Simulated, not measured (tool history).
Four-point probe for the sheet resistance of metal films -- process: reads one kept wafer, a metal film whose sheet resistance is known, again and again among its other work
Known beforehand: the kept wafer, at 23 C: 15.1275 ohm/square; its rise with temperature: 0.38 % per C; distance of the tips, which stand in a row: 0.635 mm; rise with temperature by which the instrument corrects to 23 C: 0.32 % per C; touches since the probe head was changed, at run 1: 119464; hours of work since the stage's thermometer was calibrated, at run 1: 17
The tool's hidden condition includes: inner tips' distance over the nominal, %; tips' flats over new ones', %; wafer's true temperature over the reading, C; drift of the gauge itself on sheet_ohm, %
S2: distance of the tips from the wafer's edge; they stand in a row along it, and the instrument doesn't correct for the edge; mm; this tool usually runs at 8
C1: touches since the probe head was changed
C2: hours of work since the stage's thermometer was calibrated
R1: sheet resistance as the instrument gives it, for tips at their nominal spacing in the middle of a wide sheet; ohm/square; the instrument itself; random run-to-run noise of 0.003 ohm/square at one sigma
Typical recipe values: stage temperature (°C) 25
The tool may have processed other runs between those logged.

{"run": 1, "hour": 0.0, "stage temperature (°C)": 25, "S2": 8, "C1": 119464, "C2": 17, "R1": 15.327164}
{"run": 2, "hour": 54.8, "stage temperature (°C)": 25, "S2": 8, "C1": 121477, "C2": 48, "R1": 15.339021}
{"run": 3, "hour": 123.6, "stage temperature (°C)": 25, "S2": 8, "C1": 124008, "C2": 88, "R1": 15.339793}
{"run": 4, "hour": 169.2, "stage temperature (°C)": 25, "S2": 8, "C1": 125681, "C2": 113, "R1": 15.343532}
{"run": 5, "hour": 250.9, "stage temperature (°C)": 25, "S2": 8, "C1": 128685, "C2": 160, "R1": 15.346864}
{"run": 6, "hour": 337.3, "stage temperature (°C)": 25, "S2": 8, "C1": 131859, "C2": 209, "R1": 15.350693}
{"run": 7, "hour": 436.4, "stage temperature (°C)": 25, "S2": 23, "C1": 135501, "C2": 266, "R1": 15.310723}
{"run": 8, "hour": 494.8, "stage temperature (°C)": 27, "S2": 8, "C1": 137647, "C2": 299, "R1": 15.382755}
{"run": 9, "hour": 548.3, "stage temperature (°C)": 27, "S2": 8, "C1": 139610, "C2": 329, "R1": 15.384653}
{"run": 10, "hour": 631.5, "stage temperature (°C)": 27, "S2": 8, "C1": 142667, "C2": 377, "R1": 15.396206}
{"hour": 638.2, "done": "stage's thermometer calibrated"}
{"run": 11, "hour": 709.7, "stage temperature (°C)": 30, "S2": 19, "C1": 145525, "C2": 41, "R1": 15.378511}
{"run": 12, "hour": 808.8, "stage temperature (°C)": 24, "S2": 8, "C1": 149166, "C2": 97, "R1": 15.374478}
{"run": 13, "hour": 867.8, "stage temperature (°C)": 24, "S2": 8, "C1": 151333, "C2": 131, "R1": 15.379444}
{"run": 14, "hour": 966.4, "stage temperature (°C)": 21, "S2": 8, "C1": 154955, "C2": 187, "R1": 15.35863}
{"run": 15, "hour": 1010.1, "stage temperature (°C)": 34, "S2": 50, "C1": 156561, "C2": 212, "R1": 15.429507}

Predict the results of run 16:
{"run": 16, "hour": 1088.0, "stage temperature (°C)": 19, "S2": 5, "C1": 159423, "C2": 256, "R1": "?"}

{"run 16": {"R1": 15.422533}}
If the tool had no hidden condition, the same run with the same run-to-run variation would have returned R1 15.219579 ohm/square.
